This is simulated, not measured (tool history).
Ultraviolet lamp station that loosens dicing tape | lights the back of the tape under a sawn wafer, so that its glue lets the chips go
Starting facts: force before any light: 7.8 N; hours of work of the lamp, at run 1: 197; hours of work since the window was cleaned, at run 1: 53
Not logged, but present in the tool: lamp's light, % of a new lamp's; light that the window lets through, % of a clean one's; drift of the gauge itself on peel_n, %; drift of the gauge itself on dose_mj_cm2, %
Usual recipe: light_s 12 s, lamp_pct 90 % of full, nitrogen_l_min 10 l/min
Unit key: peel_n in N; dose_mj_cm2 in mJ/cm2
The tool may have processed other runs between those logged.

| run | hour | light_s | lamp_pct | nitrogen_l_min | hours of work of the lamp | hours of work since the window was cleaned | peel_n | dose_mj_cm2 |
|---|---|---|---|---|---|---|---|---|
| 1 | 0.0 | 12 | 90 | 10 | 197 | 53 | 0.730 | 331 |
| 2 | 34.9 | 12 | 90 | 10 | 219 | 75 | 0.774 | 330 |
| 3 | 69.8 | 12 | 90 | 10 | 240 | 97 | 0.739 | 334 |
| 4 | 109.3 | 12 | 90 | 10 | 265 | 122 | 0.760 | 333 |
| 5 | 135.8 | 12 | 90 | 10 | 282 | 138 | 0.757 | 331 |
| 6 | 165.5 | 12 | 90 | 10 | 301 | 157 | 0.741 | 331 |
| 7 | 182.4 | 12 | 76 | 10 | 311 | 168 | 1.065 | 283 |
| 8 | 215.5 | 12 | 81 | 10 | 332 | 189 | 0.934 | 297 |
| 9 | 232.7 | 12 | 81 | 10 | 343 | 199 | 0.914 | 301 |
| 10 | 253.6 | 12 | 81 | 10 | 356 | 213 | 0.953 | 302 |
| 11 | 289.8 | 12 | 90 | 10 | 379 | 235 | 0.750 | 332 |
| 12 | 309.9 | 12 | 90 | 10 | 392 | 248 | 0.752 | 332 |
| 13 | 346.3 | 12 | 90 | 11 | 415 | 271 | 0.701 | 334 |
| 14 | 371.9 | 14 | 90 | 11 | 431 | 287 | 0.506 | 387 |
| 15 | 394.9 | 12 | 67 | 10 | 445 | 302 | 1.296 | 248 |
| 16 | 424.0 | 12 | 82 | 10 | 464 | 320 | 0.914 | 304 |
|  | 436.1 | window cleaned of glue's vapour |
| 17 | 462.3 | 12 | 82 | 10 | 488 | 16 | 0.908 | 300 |
| 18 | 486.9 | 12 | 90 | 10 | 503 | 32 | 0.728 | 336 |
| 19 | 509.6 | 12 | 90 | 10 | 517 | 46 | 0.748 | 331 |
| 20 | 541.5 | 12 | 90 | 6 | 538 | 66 | 1.023 | 330 |
| 21 | 574.0 | 12 | 90 | 6 | 558 | 87 | 1.090 | 333 |
| 22 | 611.3 | 12 | 90 | 14 | 581 | 110 | 0.621 | 335 |
| 23 | 630.1 | 16 | 67 | 11 | 593 | 122 | 0.695 | 329 |
| 24 | 666.0 | 14 | 67 | 11 | 616 | 145 | 0.897 | 287 |
| 25 | 688.0 | 8 | 83 | 4 | 630 | 159 | 2.598 | 202 |
| 26 | 722.4 | 17 | 61 | 4 | 652 | 180 | 1.420 | 318 |
| 27 | 759.9 | 17 | 61 | 3 | 675 | 204 | 1.704 | 320 |
| 28 | 780.1 | 9 | 68 | 10 | 688 | 217 | 1.967 | 191 |
| 29 | 809.2 | 7 | 79 | 4 | 706 | 235 | 3.128 | 170 |
| 30 | 830.5 | 7 | 90 | 7 | 720 | 249 | 2.130 | 197 |
| 31 | 852.4 | 7 | 90 | 7 | 734 | 262 | 2.091 | 193 |
| 32 | 869.4 | 7 | 65 | 3 | 744 | 273 | 3.979 | 139 |
| 33 | 909.1 | 7 | 65 | 3 | 769 | 298 | 3.959 | 141 |
| 34 | 935.6 | 23 | 65 | 3 | 786 | 315 | 0.918 | 459 |
|  | 946.8 | lamp changed |
|  | 958.4 | window cleaned of glue's vapour |
| 35 | 973.5 | 20 | 71 | 4 | 16 | 9 | 0.850 | 439 |
| 36 | 1008.1 | 20 | 71 | 4 | 38 | 31 | 0.833 | 435 |
| 37 | 1033.2 | 12 | 87 | 13 | 54 | 47 | 0.696 | 322 |
| 38 | 1071.9 | 12 | 87 | 13 | 79 | 72 | 0.705 | 323 |
| 39 | 1110.9 | 12 | 87 | 13 | 103 | 96 | 0.710 | 322 |
| 40 | 1142.9 | 13 | 87 | 13 | 123 | 116 | 0.597 | 343 |
| 41 | 1164.3 | 10 | 72 | 13 | 137 | 130 | 1.318 | 227 |
| 42 | 1203.2 | 10 | 72 | 13 | 161 | 154 | 1.333 | 226 |
| 43 | 1242.0 | 12 | 63 | 4 | 186 | 179 | 2.190 | 236 |
| 44 | 1261.4 | 7 | 79 | 6 | 198 | 191 | 2.674 | 170 |

Entry by entry between the runs, the difference in hidden state between the last listed run before and the first listed run after:
In the gap between runs 16 and 17: window cleaned of glue's vapour (hour 436.1)
  lamp's light, % of a new lamp's: 99.8 -> 99.7; light that the window lets through, % of a clean one's: 99.9 -> 100
In the gap between runs 34 and 35: lamp changed (hour 946.8); window cleaned of glue's vapour (hour 958.4)
  lamp's light, % of a new lamp's: 99.6 -> 100; light that the window lets through, % of a clean one's: 99.9 -> 100

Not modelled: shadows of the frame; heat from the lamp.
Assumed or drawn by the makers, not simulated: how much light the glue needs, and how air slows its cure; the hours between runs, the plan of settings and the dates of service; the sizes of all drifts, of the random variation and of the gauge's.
